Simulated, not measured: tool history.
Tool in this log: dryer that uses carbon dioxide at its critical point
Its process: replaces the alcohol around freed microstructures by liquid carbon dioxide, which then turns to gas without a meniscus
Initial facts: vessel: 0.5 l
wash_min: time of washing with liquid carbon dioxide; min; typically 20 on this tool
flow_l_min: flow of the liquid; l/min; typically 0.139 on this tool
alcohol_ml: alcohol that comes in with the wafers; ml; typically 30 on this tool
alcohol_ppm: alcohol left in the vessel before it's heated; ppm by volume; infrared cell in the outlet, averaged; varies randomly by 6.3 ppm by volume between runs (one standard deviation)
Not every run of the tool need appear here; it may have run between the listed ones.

Run 1, hour 0: usual settings. Result: alcohol_ppm 513 ppm by volume.
Run 2, hour 25.4: usual settings but alcohol_ml 85 ml. Result: alcohol_ppm 1186 ppm by volume.
Run 3, hour 39.6: usual settings but flow_l_min 0.184 l/min. Result: alcohol_ppm 258 ppm by volume.
Run 4, hour 63: usual settings but flow_l_min 0.184 l/min. Result: alcohol_ppm 272 ppm by volume.
Run 5, hour 88.6: usual settings but flow_l_min 0.184 l/min. Result: alcohol_ppm 280 ppm by volume.
Run 6, hour 114.8: usual settings but flow_l_min 0.184 l/min. Result: alcohol_ppm 291 ppm by volume.
Run 7, hour 140.5: usual settings but flow_l_min 0.184 l/min. Result: alcohol_ppm 311 ppm by volume.
Run 8, hour 153.7: usual settings but alcohol_ml 60 ml. Result: alcohol_ppm 1088 ppm by volume.
At hour 161.4: purifier's bed changed.
Run 9, hour 168.3: usual settings but flow_l_min 0.233 l/min. Result: alcohol_ppm 25 ppm by volume.
Run 10, hour 184.2: usual settings but wash_min 13 min, flow_l_min 0.233 l/min. Result: alcohol_ppm 357 ppm by volume.
Run 11, hour 200.5: usual settings but wash_min 13 min, flow_l_min 0.233 l/min. Result: alcohol_ppm 376 ppm by volume.
Run 12, hour 216.4: usual settings but wash_min 22 min. Result: alcohol_ppm 321 ppm by volume.
Run 13, hour 227: usual settings but wash_min 22 min, alcohol_ml 107 ml. Result: alcohol_ppm 1137 ppm by volume.
Run 14, hour 253.2: usual settings. Result: alcohol_ppm 540 ppm by volume.
At hour 275.4: inlet filter changed.
Run 15, hour 280.6: usual settings but alcohol_ml 23 ml. Result: alcohol_ppm 238 ppm by volume.
Run 16, hour 295.5: usual settings but alcohol_ml 23 ml. Result: alcohol_ppm 247 ppm by volume.
Run 17, hour 314.5: usual settings but alcohol_ml 23 ml. Result: alcohol_ppm 263 ppm by volume.
Run 18, hour 330.9: usual settings but alcohol_ml 23 ml. Result: alcohol_ppm 260 ppm by volume.
Run 19, hour 343.5: usual settings but wash_min 17 min. Result: alcohol_ppm 695 ppm by volume.
Run 20, hour 354.9: usual settings but wash_min 17 min. Result: alcohol_ppm 716 ppm by volume.
Run 21, hour 367.2: usual settings but alcohol_ml 21 ml. Result: alcohol_ppm 272 ppm by volume.
Run 22, hour 381.3: usual settings but alcohol_ml 21 ml. Result: alcohol_ppm 284 ppm by volume.
Run 23, hour 394.7: usual settings but alcohol_ml 21 ml. Result: alcohol_ppm 282 ppm by volume.
Run 24, hour 413.5: usual settings but flow_l_min 0.168 l/min, alcohol_ml 21 ml. Result: alcohol_ppm 147 ppm by volume.
Run 25, hour 425.5: usual settings but wash_min 29 min, flow_l_min 0.175 l/min, alcohol_ml 82 ml. Result: alcohol_ppm 74 ppm by volume.
Run 26, hour 444.6: usual settings but wash_min 29 min, flow_l_min 0.175 l/min, alcohol_ml 82 ml. Result: alcohol_ppm 77 ppm by volume.
Run 27, hour 465.5: usual settings but wash_min 13 min, flow_l_min 0.234 l/min, alcohol_ml 119 ml. Result: alcohol_ppm 1103 ppm by volume.
Run 28, hour 488.1: usual settings but wash_min 13 min, flow_l_min 0.234 l/min, alcohol_ml 119 ml. Result: alcohol_ppm 1178 ppm by volume.
Run 29, hour 504.6: usual settings but alcohol_ml 33 ml. Result: alcohol_ppm 520 ppm by volume.
Run 30, hour 527.9: usual settings but flow_l_min 0.165 l/min, alcohol_ml 71 ml. Result: alcohol_ppm 501 ppm by volume.
Run 31, hour 550.2: usual settings but flow_l_min 0.165 l/min, alcohol_ml 71 ml. Result: alcohol_ppm 522 ppm by volume.
Run 32, hour 567.9: usual settings but alcohol_ml 24 ml. Result: alcohol_ppm 447 ppm by volume.
Run 33, hour 592.7: usual settings but alcohol_ml 24 ml. Result: alcohol_ppm 456 ppm by volume.
Run 34, hour 613.2: usual settings but wash_min 12 min, flow_l_min 0.117 l/min. Result: alcohol_ppm 5232 ppm by volume.
Run 35, hour 639.2: usual settings but wash_min 19 min, flow_l_min 0.089 l/min, alcohol_ml 102 ml. Result: alcohol_ppm 10898 ppm by volume.
Run 36, hour 652.9: usual settings but wash_min 19 min, flow_l_min 0.089 l/min, alcohol_ml 102 ml. Result: alcohol_ppm 10986 ppm by volume.
Run 37, hour 665.5: usual settings but flow_l_min 0.125 l/min, alcohol_ml 26 ml. Result: alcohol_ppm 854 ppm by volume.
Run 38, hour 677: usual settings but wash_min 18 min, flow_l_min 0.087 l/min. Result: alcohol_ppm 4111 ppm by volume.
At hour 682.5: inlet filter changed.
Run 39, hour 696.7: usual settings but wash_min 19 min. Result: alcohol_ppm 468 ppm by volume.
Run 40, hour 713.1: usual settings but wash_min 22 min, flow_l_min 0.087 l/min, alcohol_ml 50 ml. Result: alcohol_ppm 2391 ppm by volume.
Run 41, hour 737: usual settings but wash_min 19 min, flow_l_min 0.096 l/min, alcohol_ml 35 ml. Result: alcohol_ppm 2080 ppm by volume.
Run 42, hour 761.3: usual settings but alcohol_ml 23 ml. Result: alcohol_ppm 355 ppm by volume.
Run 43, hour 774.5: usual settings but alcohol_ml 23 ml. Result: alcohol_ppm 373 ppm by volume.
Run 44, hour 788.6: usual settings but wash_min 22 min, flow_l_min 0.136 l/min, alcohol_ml 61 ml. Result: alcohol_ppm 562 ppm by volume.
Run 45, hour 813.2: usual settings but wash_min 22 min, flow_l_min 0.136 l/min, alcohol_ml 69 ml. Result: alcohol_ppm 630 ppm by volume.
Run 46, hour 832: usual settings but wash_min 22 min, flow_l_min 0.194 l/min, alcohol_ml 69 ml. Result: alcohol_ppm 212 ppm by volume.

Forecast each of these 4 alternatives for the next run:
Run A, hour 849.2: usual settings but wash_min 31 min, flow_l_min 0.095 l/min, alcohol_ml 51 ml. Result: alcohol_ppm ?.
Run B, hour 849.2: usual settings but wash_min 18 min, flow_l_min 0.126 l/min, alcohol_ml 58 ml. Result: alcohol_ppm ?.
Run C, hour 849.2: usual settings but wash_min 26 min, flow_l_min 0.141 l/min, alcohol_ml 114 ml. Result: alcohol_ppm ?.
Run D, hour 849.2: usual settings but wash_min 18 min. Result: alcohol_ppm ?.

run  alcohol_ppm
  A          548
  B         1928
  C          416
  D          737
The same runs, with their run-to-run variation unchanged, on a tool lacking any hidden condition would have given:
run  alcohol_ppm
  A          284
  B         1356
  C          180
  D          439

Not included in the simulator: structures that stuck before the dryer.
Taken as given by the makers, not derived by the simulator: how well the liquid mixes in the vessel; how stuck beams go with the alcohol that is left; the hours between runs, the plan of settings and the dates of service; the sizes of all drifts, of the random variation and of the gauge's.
